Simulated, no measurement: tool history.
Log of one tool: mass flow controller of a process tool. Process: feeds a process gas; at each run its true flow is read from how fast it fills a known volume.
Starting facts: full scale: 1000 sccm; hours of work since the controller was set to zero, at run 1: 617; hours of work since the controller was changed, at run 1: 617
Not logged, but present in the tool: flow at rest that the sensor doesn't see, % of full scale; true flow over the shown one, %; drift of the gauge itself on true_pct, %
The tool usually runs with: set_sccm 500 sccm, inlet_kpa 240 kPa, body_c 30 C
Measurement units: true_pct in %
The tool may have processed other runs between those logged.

run	day	set_sccm	inlet_kpa	body_c	hours of work since the controller was set to zero	hours of work since the controller was changed	true_pct
1	0	500	240	30	617	617	99.52
2	4.8	500	240	30	667	667	99.43
3	9.779	500	239	30	720	720	99.47
4	14.379	500	204	30	768	768	99.36
5	20.567	500	240	25	833	833	99.28
6	27.204	500	240	25	903	903	99.18
7	34.975	500	240	30	985	985	99.29
8	42.667	500	240	30	1066	1066	99.2
9	47.292	500	240	37	1114	1114	99.52
10	52.383	500	240	37	1168	1168	99.39
11	57.317	177	240	37	1220	1220	99.76
12	64.046	500	240	30	1291	1291	99.23
13	69.258	500	240	30	1345	1345	99.19
14	77.033	869	240	30	1427	1427	99.43
# day 77.704: controller's zero set anew
15	83.008	237	240	30	56	1490	99.4
16	91.188	237	240	30	142	1576	99.32
17	96.462	237	240	30	197	1632	99.32
18	101.112	500	210	33	246	1681	99.14
# day 103.996: controller's zero set anew, once more
19	109.412	500	210	33	57	1768	98.57
20	113.979	500	210	33	105	1816	98.51
21	118.462	196	240	25	152	1863	98.07
22	126.904	711	240	23	241	1952	98.55
23	132.825	134	213	30	303	2014	98.23
24	136.942	131	230	26	347	2057	98.12
25	143.775	510	176	30	419	2129	98.39
26	149.058	510	279	31	474	2185	98.52
27	154.454	506	177	27	531	2242	98.2
28	159.775	506	177	27	587	2298	98.07
29	166.879	506	177	27	662	2372	98.06
30	174.629	443	276	24	743	2454	98.16
31	180.362	443	276	24	804	2514	98.15
32	184.825	409	144	30	851	2561	98.02
33	192.417	409	238	30	930	2641	98.12
34	199.296	409	238	30	1003	2713	98.07

For each run, the measured value with the value that run would have given without the tool's hidden condition subtracted. The run-to-run variation is shared by both, the gauge scatter possibly not:
run	true_pct
1	-0.04
2	-0.06
3	-0.09
4	-0.1
5	-0.13
6	-0.16
7	-0.19
8	-0.23
9	-0.25
10	-0.28
11	+0.43
12	-0.32
13	-0.34
14	-0.57
15	+0.23
16	+0.2
17	+0.2
18	-0.42
19	-0.96
20	-0.98
21	-0.86
22	-1.07
23	-0.74
24	-0.73
25	-1.12
26	-1.14
27	-1.16
28	-1.19
29	-1.22
30	-1.23
31	-1.25
32	-1.24
33	-1.27
34	-1.31
